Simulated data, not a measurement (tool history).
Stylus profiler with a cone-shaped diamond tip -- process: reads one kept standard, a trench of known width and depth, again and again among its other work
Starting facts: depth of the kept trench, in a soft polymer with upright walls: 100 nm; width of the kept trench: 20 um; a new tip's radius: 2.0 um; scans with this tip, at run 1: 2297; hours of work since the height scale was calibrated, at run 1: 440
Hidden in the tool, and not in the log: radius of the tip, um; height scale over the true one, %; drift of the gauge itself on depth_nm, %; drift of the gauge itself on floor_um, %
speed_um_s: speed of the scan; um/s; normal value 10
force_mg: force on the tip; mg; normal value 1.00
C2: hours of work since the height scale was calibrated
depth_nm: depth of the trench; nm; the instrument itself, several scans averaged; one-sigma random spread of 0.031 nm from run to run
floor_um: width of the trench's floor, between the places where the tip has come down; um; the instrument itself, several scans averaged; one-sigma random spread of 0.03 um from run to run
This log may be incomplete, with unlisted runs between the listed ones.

{"run": 1, "hour": 0.0, "speed_um_s": 10, "force_mg": 1.0, "scans with this tip": 2297, "C2": 440, "depth_nm": 100.68, "floor_um": 18.44}
{"run": 2, "hour": 11.4, "speed_um_s": 10, "force_mg": 1.0, "scans with this tip": 2342, "C2": 449, "depth_nm": 100.67, "floor_um": 18.44}
{"run": 3, "hour": 24.9, "speed_um_s": 10, "force_mg": 1.0, "scans with this tip": 2396, "C2": 459, "depth_nm": 100.69, "floor_um": 18.47}
{"run": 4, "hour": 39.7, "speed_um_s": 10, "force_mg": 1.0, "scans with this tip": 2454, "C2": 471, "depth_nm": 100.66, "floor_um": 18.43}
{"run": 5, "hour": 49.6, "speed_um_s": 10, "force_mg": 1.0, "scans with this tip": 2494, "C2": 478, "depth_nm": 100.69, "floor_um": 18.4}
{"hour": 50.9, "done": "height scale calibrated on a step standard"}
{"run": 6, "hour": 58.3, "speed_um_s": 10, "force_mg": 0.47, "scans with this tip": 2526, "C2": 6, "depth_nm": 100.22, "floor_um": 18.38}
{"run": 7, "hour": 68.2, "speed_um_s": 3, "force_mg": 0.47, "scans with this tip": 2566, "C2": 13, "depth_nm": 100.21, "floor_um": 18.45}
{"run": 8, "hour": 78.3, "speed_um_s": 5, "force_mg": 0.4, "scans with this tip": 2606, "C2": 21, "depth_nm": 100.22, "floor_um": 18.44}
{"run": 9, "hour": 88.7, "speed_um_s": 5, "force_mg": 0.4, "scans with this tip": 2647, "C2": 29, "depth_nm": 100.16, "floor_um": 18.39}
{"run": 10, "hour": 100.7, "speed_um_s": 5, "force_mg": 0.4, "scans with this tip": 2695, "C2": 38, "depth_nm": 100.22, "floor_um": 18.38}
{"run": 11, "hour": 109.8, "speed_um_s": 17, "force_mg": 0.72, "scans with this tip": 2731, "C2": 45, "depth_nm": 100.42, "floor_um": 18.39}
{"hour": 125.3, "done": "height scale calibrated on a step standard, once more"}
{"run": 12, "hour": 126.0, "speed_um_s": 17, "force_mg": 0.72, "scans with this tip": 2793, "C2": 1, "depth_nm": 100.75, "floor_um": 18.36}
{"run": 13, "hour": 135.9, "speed_um_s": 17, "force_mg": 0.72, "scans with this tip": 2833, "C2": 8, "depth_nm": 100.76, "floor_um": 18.34}

For each entry between runs, how does the tool's hidden state at the last listed run before it compare with that at the first listed run after it?
Run 5 -> run 6: height scale calibrated on a step standard (hour 50.9)
  radius of the tip, um: 2.97 -> 2.98; height scale over the true one, %: -0.257 -> -0.314
  difference, measured minus the result without the unlogged condition, depth_nm: -0.26 -> -0.32 nm; floor_um: -0.28 -> -0.29 um
Run 11 -> run 12: height scale calibrated on a step standard, once more (hour 125.3)
  radius of the tip, um: 3.06 -> 3.08; height scale over the true one, %: -0.333 -> 0.01
  difference, measured minus the result without the unlogged condition, depth_nm: -0.33 -> +0.01 nm; floor_um: -0.30 -> -0.31 um
